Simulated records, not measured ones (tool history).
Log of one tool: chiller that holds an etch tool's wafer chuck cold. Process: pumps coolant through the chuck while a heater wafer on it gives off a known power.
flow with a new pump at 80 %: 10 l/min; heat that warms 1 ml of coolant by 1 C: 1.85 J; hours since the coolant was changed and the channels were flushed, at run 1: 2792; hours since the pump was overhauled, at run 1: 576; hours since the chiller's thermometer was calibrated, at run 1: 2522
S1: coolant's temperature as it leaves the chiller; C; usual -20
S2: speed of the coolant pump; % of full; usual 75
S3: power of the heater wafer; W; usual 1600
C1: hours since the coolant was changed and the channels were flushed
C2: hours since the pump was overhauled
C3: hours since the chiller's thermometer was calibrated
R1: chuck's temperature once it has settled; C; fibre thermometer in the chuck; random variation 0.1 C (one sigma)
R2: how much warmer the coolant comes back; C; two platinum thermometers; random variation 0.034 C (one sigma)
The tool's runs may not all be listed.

Run 1, hour 0.0: usual settings; C1 2792; C2 576; C3 2522. Result: R1 -6.3 C, R2 5.66 C.
At hour 9.4: chiller's thermometer calibrated.
Run 2, hour 22.9: usual settings but S2 86 % of full; C1 2814; C2 598; C3 14. Result: R1 -8.3 C, R2 4.92 C.
Run 3, hour 62.8: usual settings but S2 86 % of full; C1 2854; C2 637; C3 53. Result: R1 -8.2 C, R2 4.91 C.
Run 4, hour 98.8: usual settings but S2 86 % of full; C1 2890; C2 673; C3 89. Result: R1 -8.0 C, R2 4.91 C.
Run 5, hour 115.8: usual settings but S2 86 % of full; C1 2907; C2 690; C3 106. Result: R1 -8.2 C, R2 4.94 C.
Run 6, hour 134.5: usual settings but S2 67 % of full; C1 2926; C2 709; C3 125. Result: R1 -4.8 C, R2 6.46 C.
Run 7, hour 153.1: usual settings but S2 67 % of full; C1 2944; C2 728; C3 144. Result: R1 -4.7 C, R2 6.46 C.
Run 8, hour 183.0: usual settings but S2 67 % of full; C1 2974; C2 758; C3 174. Result: R1 -4.8 C, R2 6.49 C.
Run 9, hour 208.0: usual settings but S2 79 % of full; C1 2999; C2 783; C3 199. Result: R1 -7.1 C, R2 5.40 C.
Run 10, hour 242.7: usual settings but S2 79 % of full; C1 3034; C2 817; C3 233. Result: R1 -7.0 C, R2 5.35 C.
At hour 247.1: chiller's thermometer calibrated, once more.
Run 11, hour 283.2: usual settings; C1 3073; C2 857; C3 36. Result: R1 -6.0 C, R2 5.70 C.
Run 12, hour 309.1: usual settings but S1 -24 C, S2 80 % of full, S3 1715 W; C1 3099; C2 883; C3 62. Result: R1 -9.9 C, R2 5.73 C.
Run 13, hour 338.6: usual settings but S1 -10 C; C1 3129; C2 912; C3 92. Result: R1 4.1 C, R2 5.75 C.

Run 14 comes next. What will it give?
Run 14, hour 359.5: usual settings but S1 -21 C, S3 1283 W; C1 3150; C2 933; C3 112. Result: R1 ?, R2 ?.

{"run 14": {"R1": -9.8, "R2": 4.62}}
Without the tool's hidden state the same run would have given R1 -10.6 C, R2 4.49 C.
